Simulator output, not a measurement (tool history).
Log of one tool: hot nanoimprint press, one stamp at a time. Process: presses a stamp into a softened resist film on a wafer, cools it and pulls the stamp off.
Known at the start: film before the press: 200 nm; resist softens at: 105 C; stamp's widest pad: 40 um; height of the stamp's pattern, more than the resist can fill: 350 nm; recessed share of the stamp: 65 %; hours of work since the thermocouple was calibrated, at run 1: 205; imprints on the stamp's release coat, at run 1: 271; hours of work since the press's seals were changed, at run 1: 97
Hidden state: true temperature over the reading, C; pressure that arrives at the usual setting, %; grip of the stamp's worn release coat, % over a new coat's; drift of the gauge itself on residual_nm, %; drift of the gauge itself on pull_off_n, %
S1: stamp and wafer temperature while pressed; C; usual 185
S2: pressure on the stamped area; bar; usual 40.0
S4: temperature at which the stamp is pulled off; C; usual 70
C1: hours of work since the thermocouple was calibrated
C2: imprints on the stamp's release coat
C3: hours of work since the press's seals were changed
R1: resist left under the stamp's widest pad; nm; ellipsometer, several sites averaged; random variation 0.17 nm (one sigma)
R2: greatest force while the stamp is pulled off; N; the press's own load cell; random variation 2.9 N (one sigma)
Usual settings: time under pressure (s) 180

Run 1, hour 0.0: usual settings; C1 205; C2 271; C3 97. Result: R1 88.3 nm, R2 210 N.
Run 2, hour 6.3: usual settings; C1 208; C2 289; C3 101. Result: R1 88.6 nm, R2 207 N.
Run 3, hour 19.9: usual settings; C1 217; C2 326; C3 109. Result: R1 88.4 nm, R2 203 N.
At hour 23.9: plate thermocouple calibrated.
Run 4, hour 33.6: usual settings; C1 6; C2 356; C3 115. Result: R1 88.3 nm, R2 211 N.
Run 5, hour 45.3: usual settings; C1 13; C2 388; C3 123. Result: R1 87.8 nm, R2 210 N.
Run 6, hour 54.0: usual settings; C1 18; C2 412; C3 128. Result: R1 88.3 nm, R2 214 N.
Run 7, hour 61.2: usual settings; C1 23; C2 432; C3 132. Result: R1 88.3 nm, R2 210 N.
Run 8, hour 73.8: usual settings but S1 177 C, time under pressure (s) 135; C1 31; C2 467; C3 140. Result: R1 123.1 nm, R2 215 N.
Run 9, hour 85.4: usual settings but S1 179 C, time under pressure (s) 282; C1 38; C2 499; C3 147. Result: R1 88.6 nm, R2 210 N.
At hour 91.7: plate thermocouple calibrated, once more.
Run 10, hour 97.2: usual settings but S1 179 C, time under pressure (s) 282; C1 3; C2 523; C3 152. Result: R1 90.8 nm, R2 222 N.

4 ways to go on from here, each from the tool as it stands after run 10. What would each give?
Run A, hour 110.1: usual settings but S1 175 C, S2 51.2 bar; C1 11; C2 559; C3 160. Result: R1 ?, R2 ?.
Run B, hour 110.1: usual settings but S1 179 C, S2 48.7 bar, time under pressure (s) 282; C1 11; C2 559; C3 160. Result: R1 ?, R2 ?.
Run C, hour 110.1: usual settings but S1 177 C, S4 76 C; C1 11; C2 559; C3 160. Result: R1 ?, R2 ?.
Run D, hour 110.1: usual settings but S1 176 C, S2 49.0 bar, S4 64 C; C1 11; C2 559; C3 160. Result: R1 ?, R2 ?.

run     R1   R2
  A  110.9  217
  B   83.8  213
  C  113.6  192
  D  109.4  231
Without the tool's hidden state the same runs would have given:
run     R1   R2
  A  109.8  200
  B   82.9  197
  C  112.6  177
  D  108.4  213
